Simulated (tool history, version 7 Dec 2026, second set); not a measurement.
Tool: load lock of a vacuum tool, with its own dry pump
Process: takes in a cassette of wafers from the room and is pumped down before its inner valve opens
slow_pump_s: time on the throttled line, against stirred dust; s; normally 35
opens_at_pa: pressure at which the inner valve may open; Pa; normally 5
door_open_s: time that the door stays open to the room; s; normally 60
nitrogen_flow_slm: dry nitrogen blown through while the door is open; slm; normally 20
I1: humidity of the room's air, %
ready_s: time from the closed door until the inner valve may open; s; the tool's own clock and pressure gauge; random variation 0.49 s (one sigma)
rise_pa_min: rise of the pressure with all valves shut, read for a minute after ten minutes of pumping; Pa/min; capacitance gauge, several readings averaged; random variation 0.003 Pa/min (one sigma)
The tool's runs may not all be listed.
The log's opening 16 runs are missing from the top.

Run 17, day 346.408: usual settings but opens_at_pa 9 Pa; I1 48. Result: ready_s 63 s, rise_pa_min 0.038 Pa/min.
Run 18, day 369.742: usual settings but opens_at_pa 9 Pa; I1 43.6. Result: ready_s 63.1 s, rise_pa_min 0.04 Pa/min.
Run 19, day 389.321: usual settings but opens_at_pa 9 Pa; I1 44.4. Result: ready_s 62.2 s, rise_pa_min 0.045 Pa/min.
Run 20, day 405.129: usual settings but opens_at_pa 9 Pa; I1 45.1. Result: ready_s 62.7 s, rise_pa_min 0.035 Pa/min.
Run 21, day 434.212: usual settings but slow_pump_s 27 s, opens_at_pa 4 Pa, door_open_s 64 s, nitrogen_flow_slm 10 slm; I1 47.5. Result: ready_s 59.6 s, rise_pa_min 0.054 Pa/min.
Run 22, day 452.662: usual settings but slow_pump_s 27 s, opens_at_pa 4 Pa, door_open_s 64 s, nitrogen_flow_slm 10 slm; I1 45.2. Result: ready_s 59.2 s, rise_pa_min 0.044 Pa/min.
Run 23, day 476.942: usual settings but slow_pump_s 50 s, opens_at_pa 4 Pa, door_open_s 64 s, nitrogen_flow_slm 10 slm; I1 45.9. Result: ready_s 77.9 s, rise_pa_min 0.052 Pa/min.
Run 24, day 500.558: usual settings but slow_pump_s 31 s, opens_at_pa 4 Pa, door_open_s 64 s, nitrogen_flow_slm 10 slm; I1 46.3. Result: ready_s 62.8 s, rise_pa_min 0.049 Pa/min.
Run 25, day 529.854: usual settings but slow_pump_s 31 s, opens_at_pa 4 Pa, door_open_s 64 s, nitrogen_flow_slm 10 slm; I1 43.8. Result: ready_s 61.9 s, rise_pa_min 0.045 Pa/min.
At day 532.704: dry pump taken out, an overhauled one fitted.
Run 26, day 550.875: usual settings but slow_pump_s 22 s, opens_at_pa 4 Pa, door_open_s 25 s, nitrogen_flow_slm 7 slm; I1 44.6. Result: ready_s 54.8 s, rise_pa_min 0.03 Pa/min.
Run 27, day 573.846: usual settings but slow_pump_s 45 s; I1 43.5. Result: ready_s 72.9 s, rise_pa_min 0.034 Pa/min.
Run 28, day 596.2: usual settings but slow_pump_s 19 s, opens_at_pa 6 Pa, door_open_s 140 s, nitrogen_flow_slm 16 slm; I1 47.1. Result: ready_s 51 s, rise_pa_min 0.065 Pa/min.
Run 29, day 611.404: usual settings but slow_pump_s 19 s, opens_at_pa 6 Pa, door_open_s 140 s, nitrogen_flow_slm 37 slm; I1 47.3. Result: ready_s 50.4 s, rise_pa_min 0.049 Pa/min.
Run 30, day 636.046: usual settings but slow_pump_s 19 s, opens_at_pa 6 Pa, door_open_s 140 s, nitrogen_flow_slm 37 slm; I1 44.4. Result: ready_s 51.9 s, rise_pa_min 0.041 Pa/min.

Estimate the outcome of run 31 from the log above:
Run 31, day 661.883: usual settings but nitrogen_flow_slm 15 slm; I1 46.5. Result: ready_s ?, rise_pa_min ?.

{"run 31": {"ready_s": 65.2, "rise_pa_min": 0.046}}
The same run, on a tool lacking any hidden state, would have yielded ready_s 65.2 s, rise_pa_min 0.045 Pa/min.

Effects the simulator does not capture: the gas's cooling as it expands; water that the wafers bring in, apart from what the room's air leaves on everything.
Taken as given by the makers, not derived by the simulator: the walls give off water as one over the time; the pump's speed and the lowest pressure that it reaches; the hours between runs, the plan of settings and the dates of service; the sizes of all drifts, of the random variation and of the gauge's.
